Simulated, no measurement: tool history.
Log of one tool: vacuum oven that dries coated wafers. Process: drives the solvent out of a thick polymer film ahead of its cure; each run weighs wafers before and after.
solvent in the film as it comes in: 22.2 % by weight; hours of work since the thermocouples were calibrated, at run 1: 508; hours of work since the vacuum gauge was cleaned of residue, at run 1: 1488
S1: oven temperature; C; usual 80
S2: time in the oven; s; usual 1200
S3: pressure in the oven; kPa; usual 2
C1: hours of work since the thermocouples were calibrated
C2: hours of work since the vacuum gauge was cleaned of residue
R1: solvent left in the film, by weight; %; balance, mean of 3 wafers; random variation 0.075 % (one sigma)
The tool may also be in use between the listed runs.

run    hour  S1    S2    S3   C1    C2     R1
  1       0  80  1200     2  508  1488   5.58
  2    78.2  71  1200     2  557  1536   8.66
  3   126.6  71  1200     2  587  1567   8.68
  4   165.9  71  1200     2  612  1591   8.81
      197.4  -- oven's thermocouples calibrated
  5   208.7  71  1200     2    7  1617   8.81
  6   279.4  80  1020     2   51  1661   6.29
  7   331.9  80  1200     2   84  1694   5.55
  8     370  80  1200     2  108  1717   5.61
  9   409.5  80  1200     2  132  1742   5.48
 10   487.3  80  1200     2  181  1791   5.56
 11   530.6  80  1200     2  208  1818   5.58
 12   568.8  80  1200     2  232  1842    5.5
 13   641.2  80  2100     2  277  1887   4.04
 14   680.6  80  2100     2  302  1911   4.04
 15   762.2  90  1140  2.99  353  1962   4.47
 16   814.5  68  1800  1.55  385  1995   7.03
 17   867.1  68  1800  1.55  418  2028   7.08
 18     920  68  1800  1.55  451  2061   6.95
 19   964.3  68  1620  3.92  479  2088  13.25
 20  1027.8  68  1620  3.92  518  2128  13.26
 21  1066.2  93  1260  3.98  542  2152   4.66
 22  1108.1  65   840  1.19  569  2178  11.33
 23  1191.8  65   840  1.19  621  2230  11.11
     1206.5  -- oven's thermocouples calibrated
 24  1268.6  65   840  1.19   39  2277   11.2

Hidden state at the last listed run before each entry between runs and at the first one after, where it differs:
Between runs 4 and 5: oven's thermocouples calibrated (hour 197.4)
  true wafer temperature over the reading, C: -0.03 -> 0
Between runs 23 and 24: oven's thermocouples calibrated (hour 1206.5)
  true wafer temperature over the reading, C: -0.02 -> 0

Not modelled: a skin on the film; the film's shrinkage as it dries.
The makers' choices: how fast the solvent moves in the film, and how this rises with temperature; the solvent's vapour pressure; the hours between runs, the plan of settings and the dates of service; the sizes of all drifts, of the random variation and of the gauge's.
